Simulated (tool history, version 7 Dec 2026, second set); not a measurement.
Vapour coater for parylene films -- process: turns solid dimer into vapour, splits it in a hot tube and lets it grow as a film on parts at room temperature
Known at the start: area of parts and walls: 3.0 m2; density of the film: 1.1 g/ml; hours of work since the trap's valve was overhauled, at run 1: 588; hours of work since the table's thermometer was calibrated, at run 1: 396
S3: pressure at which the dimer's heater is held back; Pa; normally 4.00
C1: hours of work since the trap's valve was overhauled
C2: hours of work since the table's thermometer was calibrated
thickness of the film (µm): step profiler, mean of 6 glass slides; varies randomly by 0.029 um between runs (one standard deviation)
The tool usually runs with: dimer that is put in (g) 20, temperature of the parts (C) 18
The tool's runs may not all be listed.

{"run": 1, "day": 0.0, "dimer that is put in (g)": 20, "temperature of the parts (C)": 18, "S3": 4.0, "C1": 588, "C2": 396, "thickness of the film (µm)": 4.2}
{"run": 2, "day": 0.604, "dimer that is put in (g)": 20, "temperature of the parts (C)": 18, "S3": 4.0, "C1": 596, "C2": 405, "thickness of the film (µm)": 4.19}
{"run": 3, "day": 1.542, "dimer that is put in (g)": 20, "temperature of the parts (C)": 18, "S3": 4.0, "C1": 610, "C2": 418, "thickness of the film (µm)": 4.19}
{"run": 4, "day": 2.125, "dimer that is put in (g)": 20, "temperature of the parts (C)": 18, "S3": 8.14, "C1": 618, "C2": 426, "thickness of the film (µm)": 3.91}
{"run": 5, "day": 2.929, "dimer that is put in (g)": 20, "temperature of the parts (C)": 18, "S3": 8.14, "C1": 629, "C2": 438, "thickness of the film (µm)": 3.94}
{"run": 6, "day": 3.742, "dimer that is put in (g)": 20, "temperature of the parts (C)": 24, "S3": 4.0, "C1": 641, "C2": 449, "thickness of the film (µm)": 3.34}
{"day": 4.358, "done": "trap's valve overhauled"}
{"run": 7, "day": 4.696, "dimer that is put in (g)": 20, "temperature of the parts (C)": 18, "S3": 3.86, "C1": 5, "C2": 460, "thickness of the film (µm)": 4.69}
{"run": 8, "day": 5.562, "dimer that is put in (g)": 20, "temperature of the parts (C)": 18, "S3": 3.86, "C1": 17, "C2": 473, "thickness of the film (µm)": 4.72}
{"run": 9, "day": 6.308, "dimer that is put in (g)": 20, "temperature of the parts (C)": 18, "S3": 4.0, "C1": 28, "C2": 483, "thickness of the film (µm)": 4.73}
{"run": 10, "day": 6.925, "dimer that is put in (g)": 20, "temperature of the parts (C)": 18, "S3": 4.0, "C1": 36, "C2": 492, "thickness of the film (µm)": 4.67}
{"run": 11, "day": 7.475, "dimer that is put in (g)": 22, "temperature of the parts (C)": 13, "S3": 7.89, "C1": 44, "C2": 499, "thickness of the film (µm)": 5.79}
{"run": 12, "day": 8.042, "dimer that is put in (g)": 31, "temperature of the parts (C)": 15, "S3": 3.31, "C1": 52, "C2": 507, "thickness of the film (µm)": 8.21}
{"run": 13, "day": 9.296, "dimer that is put in (g)": 31, "temperature of the parts (C)": 12, "S3": 8.37, "C1": 70, "C2": 525, "thickness of the film (µm)": 8.44}
{"run": 14, "day": 10.229, "dimer that is put in (g)": 31, "temperature of the parts (C)": 12, "S3": 8.37, "C1": 83, "C2": 538, "thickness of the film (µm)": 8.46}

Run 15 is up next; what results do you expect?
{"run": 15, "day": 11.146, "dimer that is put in (g)": 22, "temperature of the parts (C)": 18, "S3": 5.97, "C1": 96, "C2": 551, "thickness of the film (µm)": "?"}

{"run 15": {"thickness of the film (µm)": 4.97}}
If the tool had no hidden condition, the same run with the same run-to-run variation would have returned thickness of the film (µm) 4.98.

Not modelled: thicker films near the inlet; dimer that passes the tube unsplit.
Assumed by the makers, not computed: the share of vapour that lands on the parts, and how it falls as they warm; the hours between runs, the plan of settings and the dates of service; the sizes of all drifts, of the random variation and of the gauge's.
